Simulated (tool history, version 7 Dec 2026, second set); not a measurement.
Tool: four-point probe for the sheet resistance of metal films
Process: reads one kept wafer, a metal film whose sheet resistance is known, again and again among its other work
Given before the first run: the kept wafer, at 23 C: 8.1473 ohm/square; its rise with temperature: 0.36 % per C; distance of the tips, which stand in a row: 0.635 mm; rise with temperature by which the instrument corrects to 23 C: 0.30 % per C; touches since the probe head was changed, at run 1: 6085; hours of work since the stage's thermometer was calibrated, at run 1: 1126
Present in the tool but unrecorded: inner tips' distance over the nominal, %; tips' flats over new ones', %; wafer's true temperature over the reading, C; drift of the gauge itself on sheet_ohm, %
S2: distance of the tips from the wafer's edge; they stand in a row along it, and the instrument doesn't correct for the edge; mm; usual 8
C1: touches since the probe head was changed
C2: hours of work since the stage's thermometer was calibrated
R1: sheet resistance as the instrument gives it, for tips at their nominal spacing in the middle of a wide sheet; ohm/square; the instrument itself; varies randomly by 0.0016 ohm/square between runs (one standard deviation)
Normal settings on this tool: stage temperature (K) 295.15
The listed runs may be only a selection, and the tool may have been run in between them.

Run 1, day 0: usual settings; C1 6085; C2 1126. Result: R1 8.118255 ohm/square.
Run 2, day 3.375: usual settings but stage temperature (K) 300.15; C1 7488; C2 1160. Result: R1 8.143908 ohm/square.
Run 3, day 7.067: usual settings but stage temperature (K) 300.15; C1 9020; C2 1198. Result: R1 8.145916 ohm/square.
Run 4, day 10.346: usual settings; C1 10383; C2 1231. Result: R1 8.119663 ohm/square.
Run 5, day 15.042: usual settings; C1 12333; C2 1278. Result: R1 8.120543 ohm/square.
At day 19.567: stage's thermometer calibrated.
Run 6, day 19.567: usual settings; C1 14204; C2 0. Result: R1 8.122466 ohm/square.
Run 7, day 23.642: usual settings but S2 13 mm; C1 15896; C2 41. Result: R1 8.105934 ohm/square.
Run 8, day 27.762: usual settings but stage temperature (K) 296.15, S2 13 mm; C1 17607; C2 83. Result: R1 8.110963 ohm/square.
Run 9, day 31.896: usual settings but stage temperature (K) 296.15, S2 13 mm; C1 19325; C2 125. Result: R1 8.111352 ohm/square.
Run 10, day 34.8: usual settings but S2 24 mm; C1 20530; C2 154. Result: R1 8.100234 ohm/square.
Run 11, day 38.838: usual settings but S2 24 mm; C1 22208; C2 195. Result: R1 8.103716 ohm/square.
At day 42.4: stage's thermometer calibrated, once more.
Run 12, day 43.792: usual settings but S2 24 mm; C1 24257; C2 14. Result: R1 8.118838 ohm/square.
Run 13, day 46.254: usual settings; C1 25280; C2 39. Result: R1 8.142739 ohm/square.
Run 14, day 50.767: usual settings but stage temperature (K) 302.15; C1 27154; C2 85. Result: R1 8.180805 ohm/square.
Run 15, day 52.933: usual settings but stage temperature (K) 302.15; C1 28054; C2 106. Result: R1 8.178813 ohm/square.
Run 16, day 55.862: usual settings but stage temperature (K) 302.15; C1 29271; C2 136. Result: R1 8.181399 ohm/square.
Run 17, day 60.275: usual settings but S2 50 mm; C1 31103; C2 181. Result: R1 8.121051 ohm/square.
Run 18, day 65: usual settings but S2 5 mm; C1 33066; C2 228. Result: R1 8.191582 ohm/square.
Run 19, day 67.721: usual settings but S2 5 mm; C1 34197; C2 256. Result: R1 8.191875 ohm/square.
Run 20, day 69.862: usual settings; C1 35087; C2 277. Result: R1 8.151476 ohm/square.
Run 21, day 72.767: usual settings; C1 36293; C2 307. Result: R1 8.151321 ohm/square.
Run 22, day 77.025: usual settings; C1 38061; C2 350. Result: R1 8.146333 ohm/square.
Run 23, day 80.3: usual settings but stage temperature (K) 302.15, S2 4 mm; C1 39422; C2 383. Result: R1 8.272828 ohm/square.
Run 24, day 83.788: usual settings but stage temperature (K) 299.15; C1 40870; C2 418. Result: R1 8.17381 ohm/square.
Run 25, day 86.471: usual settings but stage temperature (K) 294.15, S2 7 mm; C1 41985; C2 445. Result: R1 8.15678 ohm/square.
Run 26, day 90.275: usual settings but stage temperature (K) 294.15, S2 7 mm; C1 43565; C2 484. Result: R1 8.159982 ohm/square.
Run 27, day 94.108: usual settings but stage temperature (K) 306.15, S2 3 mm; C1 45157; C2 522. Result: R1 8.373018 ohm/square.
Run 28, day 97.3: usual settings but stage temperature (K) 306.15, S2 3 mm; C1 46482; C2 555. Result: R1 8.380883 ohm/square.
Run 29, day 101.221: usual settings but stage temperature (K) 298.15, S2 45 mm; C1 48112; C2 594. Result: R1 8.144883 ohm/square.
Run 30, day 104.833: usual settings but stage temperature (K) 305.15, S2 49 mm; C1 49611; C2 631. Result: R1 8.181443 ohm/square.
Run 31, day 108.888: usual settings but stage temperature (K) 301.15, S2 62 mm; C1 51295; C2 672. Result: R1 8.165129 ohm/square.
Run 32, day 110.971: usual settings but stage temperature (K) 301.15, S2 22 mm; C1 52162; C2 693. Result: R1 8.168685 ohm/square.
Run 33, day 114.412: usual settings but stage temperature (K) 301.15, S2 22 mm; C1 53591; C2 727. Result: R1 8.169626 ohm/square.
Run 34, day 116.954: usual settings but stage temperature (K) 291.15; C1 54646; C2 753. Result: R1 8.141874 ohm/square.
Run 35, day 120.5: usual settings but stage temperature (K) 296.15, S2 3 mm; C1 56119; C2 789. Result: R1 8.334877 ohm/square.
Run 36, day 125.25: usual settings but stage temperature (K) 307.15, S2 23 mm; C1 58093; C2 837. Result: R1 8.201387 ohm/square.
Run 37, day 129.417: usual settings but stage temperature (K) 296.15; C1 59824; C2 879. Result: R1 8.170644 ohm/square.
Run 38, day 133.154: usual settings but stage temperature (K) 302.15, S2 39 mm; C1 61376; C2 917. Result: R1 8.175846 ohm/square.
Run 39, day 136.212: usual settings but stage temperature (K) 303.15, S2 30 mm; C1 62646; C2 948. Result: R1 8.181397 ohm/square.
Run 40, day 139.212: usual settings but stage temperature (K) 303.15, S2 30 mm; C1 63891; C2 978. Result: R1 8.184553 ohm/square.
Run 41, day 141.421: usual settings but stage temperature (K) 293.15, S2 54 mm; C1 64809; C2 1000. Result: R1 8.133883 ohm/square.
Run 42, day 145.608: usual settings but stage temperature (K) 300.15, S2 15 mm; C1 66548; C2 1043. Result: R1 8.174467 ohm/square.
Run 43, day 150.567: usual settings but stage temperature (K) 293.15, S2 12 mm; C1 68609; C2 1093. Result: R1 8.148442 ohm/square.
Run 44, day 155.429: usual settings but stage temperature (K) 293.15, S2 15 mm; C1 70628; C2 1142. Result: R1 8.144878 ohm/square.

How the hidden state differs across the entries between the runs, from the last listed run before each to the first after it:
Logged between run 5 and run 6: stage's thermometer calibrated (day 19.567)
  inner tips' distance over the nominal, %: -0.413 -> -0.393; tips' flats over new ones', %: 18 -> 21; wafer's true temperature over the reading, C: -0.37 -> -0.43
  difference, measured minus the result without the unlogged condition, R1: -0.047421 -> -0.047345 ohm/square
Logged between run 11 and run 12: stage's thermometer calibrated, once more (day 42.4)
  inner tips' distance over the nominal, %: -0.312 -> -0.294; tips' flats over new ones', %: 33 -> 36; wafer's true temperature over the reading, C: -0.49 -> -0.01
  difference, measured minus the result without the unlogged condition, R1: -0.042063 -> -0.026268 ohm/square

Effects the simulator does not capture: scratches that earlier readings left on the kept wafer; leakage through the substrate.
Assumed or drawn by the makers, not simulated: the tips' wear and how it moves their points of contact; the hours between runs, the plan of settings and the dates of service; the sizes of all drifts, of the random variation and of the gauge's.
